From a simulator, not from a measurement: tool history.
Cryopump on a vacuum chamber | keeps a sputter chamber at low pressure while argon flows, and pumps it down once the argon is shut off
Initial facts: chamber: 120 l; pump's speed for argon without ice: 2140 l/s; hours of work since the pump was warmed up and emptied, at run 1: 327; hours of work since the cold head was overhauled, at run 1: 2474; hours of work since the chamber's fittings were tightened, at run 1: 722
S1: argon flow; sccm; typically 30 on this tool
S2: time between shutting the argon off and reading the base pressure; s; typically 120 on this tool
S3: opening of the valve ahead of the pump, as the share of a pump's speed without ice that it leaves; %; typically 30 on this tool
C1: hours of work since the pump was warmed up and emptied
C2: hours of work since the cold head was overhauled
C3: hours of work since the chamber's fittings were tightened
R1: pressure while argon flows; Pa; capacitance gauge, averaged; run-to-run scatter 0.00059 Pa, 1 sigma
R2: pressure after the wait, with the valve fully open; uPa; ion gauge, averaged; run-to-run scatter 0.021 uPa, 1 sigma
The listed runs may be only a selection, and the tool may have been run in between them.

run,hour,S1,S2,S3,C1,C2,C3,R1,R2
1,0,30,120,30,327,2474,722,0.0817,1.36
2,53.2,30,120,30,374,2521,769,0.0829,1.37
3,102.6,30,120,17,418,2564,813,0.1453,1.44
4,179.3,30,120,17,485,2632,880,0.1455,1.55
5,225.5,30,120,17,526,2672,921,0.1455,1.67
6,282.2,30,120,30,576,2722,971,0.085,1.79
7,358.4,30,120,30,643,2789,1038,0.0864,1.94
8,419.2,30,120,30,697,2843,1091,0.086,2.03
9,488.8,30,120,30,758,2904,1153,0.0882,2.19
10,539,30,120,29,802,2948,1197,0.0917,2.3
11,614.9,30,70,30,869,3015,1264,0.0893,2.69
12,670.2,30,70,30,917,3064,1312,0.0906,2.85
13,745.4,30,70,45,984,3130,1379,0.0655,3.04
14,781.5,30,70,45,1016,3162,1410,0.0664,3.05
# hour 802: leaking fittings of the chamber tightened, without venting
# hour 844.3: pump warmed up, emptied and cooled again
15,864.9,30,58,30,18,3229,51,0.0805,0.87
16,913.3,30,120,30,61,3272,94,0.0805,0.59
17,964.1,44,195,37,105,3317,138,0.0972,0.48
18,1045.5,41,150,49,177,3388,210,0.0699,0.72
19,1104.1,41,150,49,229,3440,262,0.0709,0.75
20,1174.3,15,34,30,291,3502,323,0.0418,1.74
21,1223.2,20,94,20,334,3545,366,0.0817,1.08
22,1267.2,28,174,24,372,3584,405,0.0958,0.95
23,1338.6,28,174,24,435,3646,468,0.0975,1.04
24,1379.7,24,234,43,471,3683,504,0.0484,1.06
25,1425.4,24,234,43,512,3723,545,0.0483,1.11
26,1466.9,55,120,21,548,3759,581,0.218,1.33
27,1543.1,14,135,51,615,3826,648,0.0243,1.42
28,1583.6,20,190,36,651,3862,684,0.0497,1.41
29,1666,20,190,36,723,3935,756,0.0495,1.58
30,1713.5,36,32,24,765,3976,798,0.1302,2.63
31,1759.8,30,215,24,806,4017,839,0.1097,1.73

The logged runs with the hidden state left out (each run's random variation unchanged):
Hidden state present: pump's speed, % of a pump's without ice; cold plate's temperature, K; leak into the chamber, uPa l/s; drift of the gauge itself on working_pa, %; drift of the gauge itself on base_upa, %.
run,R1,R2
1,0.0779,0.48
2,0.0785,0.44
3,0.1404,0.41
4,0.1398,0.44
5,0.1395,0.47
6,0.0783,0.45
7,0.0789,0.46
8,0.0778,0.46
9,0.0789,0.46
10,0.0818,0.44
11,0.0784,0.68
12,0.0789,0.66
13,0.0526,0.68
14,0.0529,0.65
15,0.0793,0.8
16,0.0789,0.45
17,0.0942,0.28
18,0.0663,0.42
19,0.0666,0.38
20,0.0399,1.27
21,0.0789,0.55
22,0.0915,0.37
23,0.0925,0.34
24,0.0438,0.3
25,0.0433,0.28
26,0.2058,0.43
27,0.0209,0.42
28,0.0444,0.32
29,0.0435,0.34
30,0.1188,1.29
31,0.0997,0.3
